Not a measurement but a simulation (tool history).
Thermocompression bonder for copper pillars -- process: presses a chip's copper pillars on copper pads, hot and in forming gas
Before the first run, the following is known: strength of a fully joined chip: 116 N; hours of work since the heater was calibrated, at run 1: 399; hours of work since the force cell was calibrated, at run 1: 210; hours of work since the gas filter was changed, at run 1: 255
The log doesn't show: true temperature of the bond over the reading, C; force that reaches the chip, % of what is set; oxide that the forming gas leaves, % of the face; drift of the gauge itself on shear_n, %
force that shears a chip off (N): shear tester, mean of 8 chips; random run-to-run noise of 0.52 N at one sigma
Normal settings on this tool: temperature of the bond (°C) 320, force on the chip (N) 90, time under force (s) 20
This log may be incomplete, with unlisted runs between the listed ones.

| run | hour | temperature of the bond (°C) | force on the chip (N) | time under force (s) | hours of work since the heater was calibrated | hours of work since the force cell was calibrated | hours of work since the gas filter was changed | force that shears a chip off (N) |
|---|---|---|---|---|---|---|---|---|
| 1 | 0.0 | 320 | 90 | 20 | 399 | 210 | 255 | 50.6 |
| 2 | 9.8 | 320 | 90 | 20 | 405 | 216 | 261 | 49.6 |
| 3 | 19.3 | 320 | 90 | 20 | 412 | 222 | 267 | 49.8 |
| 4 | 24.5 | 320 | 59 | 20 | 415 | 225 | 270 | 32.9 |
| 5 | 29.3 | 306 | 90 | 20 | 418 | 228 | 273 | 44.6 |
| 6 | 37.3 | 306 | 90 | 20 | 423 | 233 | 278 | 44.4 |
| 7 | 44.3 | 318 | 108 | 17 | 427 | 238 | 283 | 56.0 |
|  | 46.8 | heater calibrated with a thermocouple chip |
| 8 | 52.2 | 318 | 108 | 17 | 3 | 241 | 287 | 55.8 |
| 9 | 57.8 | 339 | 90 | 17 | 7 | 245 | 290 | 55.0 |
| 10 | 65.4 | 339 | 90 | 17 | 12 | 250 | 295 | 54.9 |

Entry by entry between the runs, the difference in hidden state between the last listed run before and the first listed run after:
Run 7 -> run 8: heater calibrated with a thermocouple chip (hour 46.8)
  true temperature of the bond over the reading, C: 5.8 -> 7.6; oxide that the forming gas leaves, % of the face: 2.16 -> 2.19
  measured value less the no-hidden-state value, force that shears a chip off (N): +2.2 -> +2.9
